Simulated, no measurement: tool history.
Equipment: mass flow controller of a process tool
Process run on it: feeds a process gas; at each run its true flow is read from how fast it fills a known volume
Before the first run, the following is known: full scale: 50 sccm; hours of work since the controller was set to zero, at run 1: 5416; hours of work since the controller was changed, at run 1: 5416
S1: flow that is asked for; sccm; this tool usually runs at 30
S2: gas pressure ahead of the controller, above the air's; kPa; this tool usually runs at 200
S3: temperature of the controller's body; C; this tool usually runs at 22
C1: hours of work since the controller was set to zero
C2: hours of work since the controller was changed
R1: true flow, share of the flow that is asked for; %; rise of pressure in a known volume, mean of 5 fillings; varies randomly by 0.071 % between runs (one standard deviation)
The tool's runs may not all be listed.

run    hour  S1   S2  S3    C1    C2      R1
  1     0.0  30  200  22  5416  5416  104.11
  2   322.0  30  200  22  5660  5660  104.24
  3   545.3  30  200  22  5829  5829  104.43
  4   899.0  21  200  22  6097  6097  105.54
  5  1345.7  21  200  22  6436  6436  105.74
     1417.3  -- controller's zero set anew
     1488.1  -- controller exchanged for a calibrated one
  6  1659.3  30  200  29   130   130  100.31
  7  2132.0  12  200  22   488   488  100.12
  8  2371.3  12  264  22   669   669  100.39
  9  2796.0  12  264  22   991   991  100.78
 10  3020.7  12  264  22  1161  1161  100.99
 11  3417.7  12  264  22  1462  1462  101.45
 12  3731.9  12  264  22  1700  1700  101.72
 13  4128.6   8  200  22  2001  2001  102.72
 14  4634.1   8  200  22  2384  2384  103.33
 15  5178.2  13  215  33  2797  2797  103.62
 16  5594.8  10  141  28  3112  3112  104.14

Forecast run 17:
 17  5859.0  18  241  32  3312  3312   ?

{"run 17": {"R1": 103.6}}
Had the tool carried no hidden state, the very same run would have given R1 100.26 %.
